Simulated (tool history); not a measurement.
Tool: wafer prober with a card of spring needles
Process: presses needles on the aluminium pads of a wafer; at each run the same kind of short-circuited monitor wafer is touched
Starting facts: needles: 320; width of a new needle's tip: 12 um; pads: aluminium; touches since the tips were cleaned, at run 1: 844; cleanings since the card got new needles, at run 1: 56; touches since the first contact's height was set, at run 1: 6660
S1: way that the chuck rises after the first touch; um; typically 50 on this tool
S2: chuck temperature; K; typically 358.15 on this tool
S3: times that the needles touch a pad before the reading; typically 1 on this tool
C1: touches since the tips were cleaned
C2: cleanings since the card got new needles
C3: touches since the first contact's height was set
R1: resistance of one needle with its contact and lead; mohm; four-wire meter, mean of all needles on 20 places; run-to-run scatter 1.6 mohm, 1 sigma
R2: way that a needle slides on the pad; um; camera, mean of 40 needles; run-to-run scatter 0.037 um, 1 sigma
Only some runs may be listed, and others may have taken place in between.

run     day  S1      S2  S3    C1  C2     C3   R1     R2
  1       0  50  358.15   1   844  56   6660  163  12.58
      0.933  -- tips cleaned on abrasive film
      1.996  -- tips cleaned on abrasive film
  2   2.458  50  315.15   1  2791  58  21467  157  12.62
      3.033  -- tips cleaned on abrasive film
  3   3.925  66  358.15   1  5377  59  30308  162  16.68
      4.133  -- tips cleaned on abrasive film
       5.25  -- tips cleaned on abrasive film
  4   5.992  66  358.15   1  4489  61  42768  159  16.72
      6.267  -- tips cleaned on abrasive film
  5   7.033  31  358.15   1  4618  62  49025  169   7.81
      7.254  -- tips cleaned on abrasive film
       8.25  -- tips cleaned on abrasive film
  6   8.879  40  322.15   2  3819  64  60147  155  10.05
      9.329  -- tips cleaned on abrasive film
     10.433  -- tips cleaned on abrasive film
     11.438  -- tips cleaned on abrasive film
  7  11.438  33  350.15   2     0  67  75528  164   8.33
     11.767  -- height of the first contact set anew
     12.458  -- tips cleaned on abrasive film
  8  13.146  64  381.15   2  4148  68   8326  162  16.08
     13.508  -- tips cleaned on abrasive film
     14.617  -- tips cleaned on abrasive film
     15.608  -- tips cleaned on abrasive film
  9  15.608  50  316.15   1     0  71  23132  153  12.55
     16.633  -- tips cleaned on abrasive film
     17.754  -- tips cleaned on abrasive film
 10  18.029  50  316.15   2  1652  73  37718  155  12.49

Some steps in R2, run to run, broken into two amounts with sign: the step expected even without the hidden condition (settings, incoming material, random variation), and the rest, left for the hidden condition together with whatever gauge scatter is not in both the measured and the hidden-condition-free result:
Hidden state present: debris on the tips, nm; way that the needles fall short of the set height, um; tips' diameter, um; drift of the gauge itself on contact_mohm, %; drift of the gauge itself on scrub_um, %.
Run 4 -> 5: S1 66 -> 31, tips cleaned on abrasive film. R2 -8.91 um: hidden state +0.03, all else -8.94.
Run 7 -> 8: S1 33 -> 64, S2 350.15 -> 381.15, height of the first contact set anew, tips cleaned on abrasive film. R2 +7.75 um: hidden state -0.07, all else +7.82.

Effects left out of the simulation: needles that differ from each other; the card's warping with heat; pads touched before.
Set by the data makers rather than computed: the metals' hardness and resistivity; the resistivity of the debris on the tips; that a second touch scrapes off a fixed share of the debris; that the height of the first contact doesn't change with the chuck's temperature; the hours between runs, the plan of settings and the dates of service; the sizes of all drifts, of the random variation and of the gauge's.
